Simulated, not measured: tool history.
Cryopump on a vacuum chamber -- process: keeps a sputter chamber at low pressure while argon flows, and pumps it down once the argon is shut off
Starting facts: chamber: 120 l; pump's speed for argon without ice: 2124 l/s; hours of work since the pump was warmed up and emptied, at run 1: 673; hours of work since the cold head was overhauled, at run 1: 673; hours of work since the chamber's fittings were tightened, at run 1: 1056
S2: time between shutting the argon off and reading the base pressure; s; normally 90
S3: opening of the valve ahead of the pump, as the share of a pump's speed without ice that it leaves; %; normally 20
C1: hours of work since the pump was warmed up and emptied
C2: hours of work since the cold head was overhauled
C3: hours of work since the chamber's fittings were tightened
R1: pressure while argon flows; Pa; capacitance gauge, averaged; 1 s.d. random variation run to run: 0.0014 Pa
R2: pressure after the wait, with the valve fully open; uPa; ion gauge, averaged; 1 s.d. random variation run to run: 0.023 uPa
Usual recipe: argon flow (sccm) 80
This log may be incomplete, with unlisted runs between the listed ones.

Run 1, hour 0: usual settings; C1 673; C2 673; C3 1056. Result: R1 0.3295 Pa, R2 2.65 uPa.
Run 2, hour 11.9: usual settings but S2 21 s; C1 681; C2 681; C3 1063. Result: R1 0.333 Pa, R2 4.55 uPa.
Run 3, hour 28.8: usual settings but S2 21 s; C1 691; C2 691; C3 1074. Result: R1 0.3345 Pa, R2 4.62 uPa.
Run 4, hour 56.9: usual settings but S2 38 s; C1 709; C2 709; C3 1092. Result: R1 0.3321 Pa, R2 3.52 uPa.
Run 5, hour 80.9: usual settings but S2 38 s; C1 725; C2 725; C3 1107. Result: R1 0.3329 Pa, R2 3.52 uPa.
Run 6, hour 96.7: usual settings but S2 38 s; C1 735; C2 735; C3 1117. Result: R1 0.334 Pa, R2 3.7 uPa.

Forecast run 7:
Run 7, hour 119.2: usual settings but S3 53 %; C1 749; C2 749; C3 1131. Result: R1 ?, R2 ?.

Run 7 yielded R1 0.1361 Pa, R2 2.89 uPa.
On a tool with no hidden condition, and with the same random variation, this run would have come out at R1 0.1209 Pa, R2 0.77 uPa.

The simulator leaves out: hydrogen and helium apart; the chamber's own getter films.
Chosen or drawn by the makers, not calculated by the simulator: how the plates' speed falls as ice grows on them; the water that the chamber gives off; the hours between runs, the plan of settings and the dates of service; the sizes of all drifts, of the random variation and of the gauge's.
